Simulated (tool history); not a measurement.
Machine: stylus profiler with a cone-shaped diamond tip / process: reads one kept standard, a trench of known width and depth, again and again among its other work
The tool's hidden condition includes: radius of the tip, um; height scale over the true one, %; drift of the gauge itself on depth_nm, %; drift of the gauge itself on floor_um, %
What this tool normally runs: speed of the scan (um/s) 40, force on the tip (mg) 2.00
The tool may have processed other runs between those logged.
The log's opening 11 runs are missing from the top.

| run | hour | speed of the scan (um/s) | force on the tip (mg) | scans with this tip | hours of work since the height scale was calibrated | depth of the trench (angstrom) | width of the trench's floor (nm) |
|---|---|---|---|---|---|---|---|
| 12 | 277.1 | 13 | 2.00 | 5848 | 481 | 2026.6 | 17850 |
| 13 | 291.6 | 40 | 2.00 | 5939 | 489 | 2026.8 | 17840 |
| 14 | 317.6 | 40 | 2.00 | 6100 | 502 | 2026.7 | 17760 |
| 15 | 335.6 | 40 | 2.00 | 6212 | 511 | 2026.9 | 17800 |
| 16 | 359.7 | 40 | 2.00 | 6362 | 523 | 2026.3 | 17780 |
| 17 | 393.0 | 40 | 2.00 | 6569 | 540 | 2026.6 | 17820 |
| 18 | 421.3 | 123 | 2.58 | 6745 | 555 | 2032.1 | 17570 |
| 19 | 454.7 | 123 | 2.58 | 6953 | 572 | 2031.5 | 17630 |
| 20 | 481.6 | 53 | 2.69 | 7121 | 586 | 2033.3 | 17780 |
| 21 | 506.1 | 53 | 2.69 | 7273 | 598 | 2032.1 | 17700 |
| 22 | 523.2 | 12 | 2.26 | 7379 | 607 | 2028.4 | 17900 |
| 23 | 552.8 | 12 | 2.26 | 7563 | 622 | 2028.7 | 17860 |
| 24 | 568.1 | 31 | 3.02 | 7659 | 630 | 2035.1 | 17870 |
| 25 | 585.0 | 40 | 4.91 | 7764 | 639 | 2049.9 | 17830 |
| 26 | 606.1 | 90 | 2.71 | 7895 | 650 | 2032.8 | 17670 |
| 27 | 630.0 | 26 | 2.00 | 8044 | 662 | 2025.9 | 17840 |
| 28 | 646.9 | 14 | 1.36 | 8149 | 670 | 2019.9 | 17850 |
| 29 | 675.6 | 28 | 2.00 | 8328 | 685 | 2026.3 | 17750 |
| 30 | 690.3 | 28 | 2.00 | 8419 | 693 | 2026.1 | 17780 |
| 31 | 713.1 | 91 | 5.97 | 8561 | 704 | 2056.4 | 17720 |
| 32 | 735.4 | 158 | 1.35 | 8700 | 716 | 2019.7 | 17270 |

4 ways to go on from here, each from the tool as it stands after run 32. What would each give?
| A | 764.7 | 13 | 1.09 | 8882 | 731 | ? | ? |
| B | 764.7 | 70 | 0.79 | 8882 | 731 | ? | ? |
| C | 764.7 | 97 | 2.83 | 8882 | 731 | ? | ? |
| D | 764.7 | 11 | 1.79 | 8882 | 731 | ? | ? |

| run | depth of the trench (angstrom) | width of the trench's floor (nm) |
|---|---|---|
| A | 2017.4 | 17820 |
| B | 2012.8 | 17520 |
| C | 2033.8 | 17620 |
| D | 2024.8 | 17840 |
Without the tool's unlogged condition, the same runs would have read:
| run | depth of the trench (angstrom) | width of the trench's floor (nm) |
|---|---|---|
| A | 2019.8 | 17980 |
| B | 2015.2 | 17680 |
| C | 2036.1 | 17780 |
| D | 2027.1 | 18000 |

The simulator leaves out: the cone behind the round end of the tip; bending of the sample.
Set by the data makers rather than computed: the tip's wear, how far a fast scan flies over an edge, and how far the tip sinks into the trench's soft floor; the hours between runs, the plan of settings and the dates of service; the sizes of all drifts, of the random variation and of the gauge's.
